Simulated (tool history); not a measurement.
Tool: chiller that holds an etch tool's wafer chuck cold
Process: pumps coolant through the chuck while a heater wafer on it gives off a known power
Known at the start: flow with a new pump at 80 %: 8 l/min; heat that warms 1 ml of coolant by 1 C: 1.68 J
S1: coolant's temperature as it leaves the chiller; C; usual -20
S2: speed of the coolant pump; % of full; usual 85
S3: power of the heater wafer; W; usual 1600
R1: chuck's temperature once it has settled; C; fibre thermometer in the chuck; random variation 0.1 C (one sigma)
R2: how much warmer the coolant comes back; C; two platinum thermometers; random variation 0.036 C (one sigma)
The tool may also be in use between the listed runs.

run 1 hour=0 | S1=-20 S2=85 S3=1600 | R1=-8.4 R2=6.88
run 2 hour=23.9 | S1=-20 S2=85 S3=1600 | R1=-8.3 R2=6.83
run 3 hour=42.6 | S1=-20 S2=98 S3=1600 | R1=-9.8 R2=5.78
run 4 hour=84.4 | S1=-20 S2=98 S3=1600 | R1=-9.8 R2=5.86
run 5 hour=110.1 | S1=-22 S2=85 S3=1600 | R1=-10.4 R2=6.78
run 6 hour=142.1 | S1=-22 S2=85 S3=1600 | R1=-10.1 R2=6.83
run 7 hour=180.6 | S1=-20 S2=85 S3=1600 | R1=-8.4 R2=6.8
run 8 hour=210.4 | S1=-20 S2=85 S3=1724 | R1=-7.3 R2=7.3
run 9 hour=227.6 | S1=-20 S2=85 S3=1724 | R1=-7.4 R2=7.36
run 10 hour=253.3 | S1=-20 S2=85 S3=1724 | R1=-7.3 R2=7.32
run 11 hour=271.4 | S1=-20 S2=85 S3=1724 | R1=-7.3 R2=7.39
run 12 hour=300.3 | S1=-20 S2=85 S3=1724 | R1=-7.2 R2=7.45
run 13 hour=317.7 | S1=-29 S2=85 S3=1600 | R1=-17.3 R2=6.83
-- hour=324.7 coolant pump overhauled
run 14 hour=346.4 | S1=-29 S2=85 S3=1600 | R1=-17.3 R2=6.89
run 15 hour=374.5 | S1=-20 S2=85 S3=1600 | R1=-8.1 R2=6.84
run 16 hour=414.6 | S1=-24 S2=85 S3=1600 | R1=-12.1 R2=6.86
-- hour=445.4 coolant pump overhauled, once more
run 17 hour=460.4 | S1=-20 S2=85 S3=1630 | R1=-8.3 R2=6.73
run 18 hour=482.8 | S1=-13 S2=68 S3=1600 | R1=1.5 R2=8.56
run 19 hour=524.1 | S1=-13 S2=68 S3=1087 | R1=-3.1 R2=5.83
run 20 hour=549.6 | S1=-13 S2=68 S3=1087 | R1=-3.2 R2=5.83
run 21 hour=581.6 | S1=-13 S2=68 S3=1087 | R1=-3.3 R2=5.83
run 22 hour=615.8 | S1=-18 S2=65 S3=1600 | R1=-2.7 R2=9.04
run 23 hour=637.2 | S1=-18 S2=65 S3=1600 | R1=-2.7 R2=9.03
run 24 hour=679.4 | S1=-18 S2=65 S3=1600 | R1=-2.6 R2=9.12
run 25 hour=704 | S1=-18 S2=65 S3=1600 | R1=-2.7 R2=9.02
run 26 hour=734.9 | S1=-18 S2=65 S3=2354 | R1=4.4 R2=13.24
run 27 hour=763.9 | S1=-27 S2=62 S3=1600 | R1=-11 R2=9.53
run 28 hour=805.9 | S1=-27 S2=62 S3=1600 | R1=-10.7 R2=9.57
run 29 hour=839.7 | S1=-25 S2=85 S3=1017 | R1=-17.5 R2=4.26
run 30 hour=878.6 | S1=-25 S2=85 S3=1017 | R1=-17.5 R2=4.33
run 31 hour=897.5 | S1=-25 S2=81 S3=1324 | R1=-14.9 R2=5.9
run 32 hour=921.6 | S1=-27 S2=87 S3=1324 | R1=-17.5 R2=5.4

Some steps in R1 between neighbouring runs. How much of each would the tool show without its hidden state too (settings, what came in, random variation), and how much is left for the hidden state, with any gauge scatter that isn't in both results?
The hidden state here: heat passed by the chuck's channels, % of clean ones'; flow at a given pump speed, % of a new pump's; coolant's true temperature over the reading, C; drift of the gauge itself on chuck_c, C; drift of the gauge itself on warmer_back_c, C.
Run 12 -> 13: S1 -20 -> -29, S3 1724 -> 1600. R1 -10.1 C: hidden state +0, all else -10.1.
Run 17 -> 18: S1 -20 -> -13, S2 85 -> 68, S3 1630 -> 1600. R1 +9.8 C: hidden state +0.2, all else +9.6.
Run 21 -> 22: S1 -13 -> -18, S2 68 -> 65, S3 1087 -> 1600. R1 +0.6 C: hidden state +0.4, all else +0.2.
Run 25 -> 26: S3 1600 -> 2354. R1 +7.1 C: hidden state +0.4, all else +6.7.
Run 26 -> 27: S1 -18 -> -27, S2 65 -> 62, S3 2354 -> 1600. R1 -15.4 C: hidden state -0.3, all else -15.1.
Run 28 -> 29: S1 -27 -> -25, S2 62 -> 85, S3 1600 -> 1017. R1 -6.8 C: hidden state -0.6, all else -6.2.
